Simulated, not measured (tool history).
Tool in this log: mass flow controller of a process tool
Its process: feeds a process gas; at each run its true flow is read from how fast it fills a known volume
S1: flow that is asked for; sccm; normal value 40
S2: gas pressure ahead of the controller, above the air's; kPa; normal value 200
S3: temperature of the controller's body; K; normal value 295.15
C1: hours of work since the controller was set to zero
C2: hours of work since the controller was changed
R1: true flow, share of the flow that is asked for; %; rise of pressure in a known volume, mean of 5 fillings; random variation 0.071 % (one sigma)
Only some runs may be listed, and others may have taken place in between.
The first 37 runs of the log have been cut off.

run	hour	S1	S2	S3	C1	C2	R1
38	12752.3	6	231	311.15	1495	8445	99.27
39	13131.2	6	231	311.15	1628	8577	99.2
40	13529.6	43	267	311.15	1767	8716	99.87
41	13783.3	40	191	295.15	1856	8805	98.45
42	13991.2	40	191	295.15	1928	8878	98.38
43	14327.5	41	212	297.15	2046	8995	98.56
44	14553.8	41	212	297.15	2125	9074	98.48
45	14885.4	41	212	297.15	2241	9190	98.44
# hour 15198.7: controller exchanged for a calibrated one
46	15224.3	38	194	297.15	9	9	98.17
47	15426.4	5	160	295.15	80	80	97.27
48	15705.7	40	200	301.15	177	177	98.47

Here are 3 independent what-if runs from the current tool condition. What would each one return?
A	16186	40	268	303.15	345	345	?
B	16186	6	173	306.15	345	345	?
C	16186	40	200	304.15	345	345	?

run	R1
A	99.01
B	97.95
C	98.49
Without the tool's hidden state the same runs would have given:
run	R1
A	100.69
B	99.62
C	100.17
